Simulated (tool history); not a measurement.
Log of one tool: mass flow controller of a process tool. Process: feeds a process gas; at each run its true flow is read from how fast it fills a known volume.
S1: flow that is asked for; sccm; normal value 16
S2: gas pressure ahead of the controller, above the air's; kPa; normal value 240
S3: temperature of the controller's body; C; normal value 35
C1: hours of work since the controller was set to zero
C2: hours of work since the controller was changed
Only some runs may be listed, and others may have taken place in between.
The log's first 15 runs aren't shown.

run 16 hour=4333.7 | S1=16 S2=240 S3=35 | C1=2781 C2=2781 | true_flow_(%)=99.18
run 17 hour=4713 | S1=16 S2=240 S3=35 | C1=2948 C2=2948 | true_flow_(%)=99.08
run 18 hour=5045.5 | S1=16 S2=240 S3=35 | C1=3095 C2=3095 | true_flow_(%)=99.05
run 19 hour=5350.9 | S1=16 S2=240 S3=35 | C1=3230 C2=3230 | true_flow_(%)=99.12
run 20 hour=5696.7 | S1=16 S2=240 S3=35 | C1=3383 C2=3383 | true_flow_(%)=98.89
run 21 hour=5962.1 | S1=16 S2=240 S3=35 | C1=3501 C2=3501 | true_flow_(%)=99.03
run 22 hour=6263.5 | S1=16 S2=240 S3=35 | C1=3634 C2=3634 | true_flow_(%)=98.78
run 23 hour=6668.9 | S1=16 S2=240 S3=35 | C1=3813 C2=3813 | true_flow_(%)=98.84
run 24 hour=6892.5 | S1=16 S2=240 S3=35 | C1=3912 C2=3912 | true_flow_(%)=98.74
run 25 hour=7243.1 | S1=16 S2=240 S3=35 | C1=4067 C2=4067 | true_flow_(%)=98.86
run 26 hour=7427.3 | S1=4 S2=259 S3=32 | C1=4148 C2=4148 | true_flow_(%)=98.59

Run 27 has not been measured yet. What should we expect?
run 27 hour=7819.6 | S1=4 S2=259 S3=32 | C1=4322 C2=4322 | true_flow_(%)=?

{"run 27": {"true flow (%)": 98.49}}
The same run, on a tool lacking any hidden state, would have yielded true flow (%) 99.55.
